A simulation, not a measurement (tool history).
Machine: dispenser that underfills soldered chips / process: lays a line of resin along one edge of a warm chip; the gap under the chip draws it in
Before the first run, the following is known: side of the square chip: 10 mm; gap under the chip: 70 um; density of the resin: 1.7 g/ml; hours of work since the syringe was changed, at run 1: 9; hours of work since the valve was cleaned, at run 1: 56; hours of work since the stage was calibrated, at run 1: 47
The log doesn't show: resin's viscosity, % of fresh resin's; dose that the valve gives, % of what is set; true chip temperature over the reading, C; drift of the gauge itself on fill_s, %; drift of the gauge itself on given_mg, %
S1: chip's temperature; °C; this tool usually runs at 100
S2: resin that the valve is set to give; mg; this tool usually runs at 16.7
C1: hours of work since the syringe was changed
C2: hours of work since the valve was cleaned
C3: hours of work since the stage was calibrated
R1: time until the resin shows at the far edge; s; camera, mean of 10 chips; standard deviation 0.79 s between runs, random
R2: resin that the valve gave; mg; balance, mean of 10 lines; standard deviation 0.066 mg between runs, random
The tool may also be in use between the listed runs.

run,hour,S1,S2,C1,C2,C3,R1,R2
1,0.0,100,16.7,9,56,47,109.0,16.20
# hour 1.2: new syringe of resin
2,5.9,100,16.7,3,60,51,86.7,16.30
# hour 14.4: new syringe of resin
# hour 16.3: dispensing valve cleaned and set on the balance
3,16.9,100,16.7,1,0,58,75.7,16.59
# hour 28.3: new syringe of resin
4,29.7,100,21.1,1,10,67,74.7,20.99
5,37.3,113,16.7,7,15,73,71.9,16.50
# hour 41.0: new syringe of resin
6,44.5,111,16.7,3,20,78,60.4,16.57
# hour 53.8: new syringe of resin
7,56.6,111,16.7,2,29,87,60.8,16.42
# hour 66.7: new syringe of resin
8,70.4,113,16.7,3,39,97,60.3,16.44
# hour 79.4: new syringe of resin
9,81.0,103,18.7,1,47,105,70.0,18.21
10,86.7,110,19.6,5,51,109,71.3,19.01
# hour 92.3: new syringe of resin
11,99.0,101,17.6,5,60,118,88.6,17.10
# hour 105.3: new syringe of resin
# hour 109.7: dispensing valve cleaned and set on the balance
12,110.1,106,15.5,3,0,125,74.0,15.50
# hour 119.0: new syringe of resin
13,120.1,103,14.5,1,7,132,70.9,14.40
14,128.9,103,14.5,7,14,139,97.9,14.46

Below are 5 alternative next runs, each starting from the tool's condition after run 14. Predict each:
# hour 131.5: new syringe of resin
A,137.5,92,19.1,4,20,145,?,?
# hour 131.5: new syringe of resin
B,137.5,94,18.0,4,20,145,?,?
# hour 131.5: new syringe of resin
C,137.5,103,19.5,4,20,145,?,?
# hour 131.5: new syringe of resin
D,137.5,89,18.6,4,20,145,?,?
# hour 131.5: new syringe of resin
E,137.5,109,14.2,4,20,145,?,?

run,R1,R2
A,110.8,18.79
B,103.8,17.82
C,80.9,19.29
D,119.6,18.43
E,75.3,14.02
With the hidden condition removed and each run's random variation left untouched, the same runs would have given:
run,R1,R2
A,90.2,19.03
B,84.4,18.05
C,65.8,19.53
D,97.4,18.66
E,61.0,14.19
